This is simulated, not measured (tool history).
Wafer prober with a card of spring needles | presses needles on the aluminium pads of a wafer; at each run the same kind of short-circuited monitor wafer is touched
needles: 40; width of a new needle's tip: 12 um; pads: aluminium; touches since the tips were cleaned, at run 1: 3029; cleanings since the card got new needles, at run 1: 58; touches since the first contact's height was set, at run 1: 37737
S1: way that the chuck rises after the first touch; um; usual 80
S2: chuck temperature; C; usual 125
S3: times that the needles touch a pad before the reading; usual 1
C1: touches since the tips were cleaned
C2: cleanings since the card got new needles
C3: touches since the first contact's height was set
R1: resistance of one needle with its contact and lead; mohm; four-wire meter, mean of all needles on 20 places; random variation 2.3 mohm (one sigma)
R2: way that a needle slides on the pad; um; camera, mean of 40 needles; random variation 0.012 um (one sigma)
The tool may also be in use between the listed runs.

run,hour,S1,S2,S3,C1,C2,C3,R1,R2
1,0.0,80,125,1,3029,58,37737,282,13.66
# hour 14.0: tips cleaned on abrasive film
2,21.7,77,125,1,3468,59,47477,286,13.12
# hour 34.7: tips cleaned on abrasive film
# hour 54.8: tips cleaned on abrasive film
3,54.8,77,125,1,0,61,62327,263,13.08
# hour 76.3: tips cleaned on abrasive film
4,88.7,77,125,1,5572,62,77592,295,13.07
# hour 98.0: tips cleaned on abrasive film
# hour 117.6: tips cleaned on abrasive film
5,125.0,77,125,1,3348,64,93913,288,13.01
# hour 139.9: tips cleaned on abrasive film
# hour 160.8: tips cleaned on abrasive film
6,166.0,77,125,1,2320,66,112298,287,12.99
# hour 182.5: tips cleaned on abrasive film
# hour 203.6: tips cleaned on abrasive film
7,204.7,80,79,1,514,68,129713,256,13.48
# hour 223.3: tips cleaned on abrasive film
8,223.3,80,79,1,0,69,138063,252,13.45
# hour 236.0: height of the first contact set anew
# hour 243.7: tips cleaned on abrasive film
9,253.7,80,125,1,4531,70,7971,289,13.71
# hour 264.2: tips cleaned on abrasive film
# hour 284.3: tips cleaned on abrasive film
10,285.1,80,125,1,363,72,22057,266,13.66
# hour 305.9: tips cleaned on abrasive film
# hour 327.3: tips cleaned on abrasive film
11,328.7,80,125,1,653,74,41655,275,13.64
# hour 347.8: tips cleaned on abrasive film
12,350.9,80,125,1,1378,75,51609,276,13.61
# hour 370.1: tips cleaned on abrasive film
13,388.3,78,49,2,8249,76,68465,265,13.27
# hour 391.4: tips cleaned on abrasive film
# hour 411.2: tips cleaned on abrasive film
14,411.3,78,48,3,54,78,78750,249,13.25
# hour 431.4: tips cleaned on abrasive film
15,440.4,74,48,2,4071,79,91843,258,12.51
# hour 451.8: tips cleaned on abrasive film
16,464.1,60,125,2,5565,80,102493,297,10.11
# hour 472.7: tips cleaned on abrasive film
# hour 492.8: tips cleaned on abrasive film
17,502.1,74,125,1,4197,82,119537,295,12.45
# hour 514.1: tips cleaned on abrasive film
18,531.0,85,89,1,7630,83,132558,286,14.33
# hour 535.1: tips cleaned on abrasive film
# hour 557.4: tips cleaned on abrasive film
# hour 557.7: height of the first contact set anew
19,569.6,85,89,1,5353,85,5353,283,14.55
# hour 580.6: tips cleaned on abrasive film
20,589.6,67,89,1,4066,86,14352,290,11.46
# hour 600.1: tips cleaned on abrasive film
# hour 621.4: tips cleaned on abrasive film
21,623.7,80,125,2,1067,88,29657,273,13.67
# hour 643.2: tips cleaned on abrasive film
22,658.1,69,91,1,6732,89,45133,298,11.77
# hour 663.0: tips cleaned on abrasive film
# hour 682.3: tips cleaned on abrasive film
23,688.7,69,91,1,2886,91,58837,290,11.69
# hour 703.5: tips cleaned on abrasive film
24,710.3,77,52,2,3075,92,68550,260,13.06

4 ways to go on from here, each from the tool as it stands after run 24. What would each give?
# hour 723.8: tips cleaned on abrasive film
# hour 743.5: tips cleaned on abrasive film
A,744.0,81,52,2,244,94,83677,?,?
# hour 723.8: tips cleaned on abrasive film
# hour 743.5: tips cleaned on abrasive film
B,744.0,93,52,3,244,94,83677,?,?
# hour 723.8: tips cleaned on abrasive film
# hour 743.5: tips cleaned on abrasive film
C,744.0,69,45,1,244,94,83677,?,?
# hour 723.8: tips cleaned on abrasive film
# hour 743.5: tips cleaned on abrasive film
D,744.0,64,86,1,244,94,83677,?,?

run,R1,R2
A,245,13.69
B,242,15.74
C,251,11.64
D,262,10.78
Without the tool's hidden state the same runs would have given:
run,R1,R2
A,240,13.87
B,240,15.92
C,242,11.82
D,252,10.96
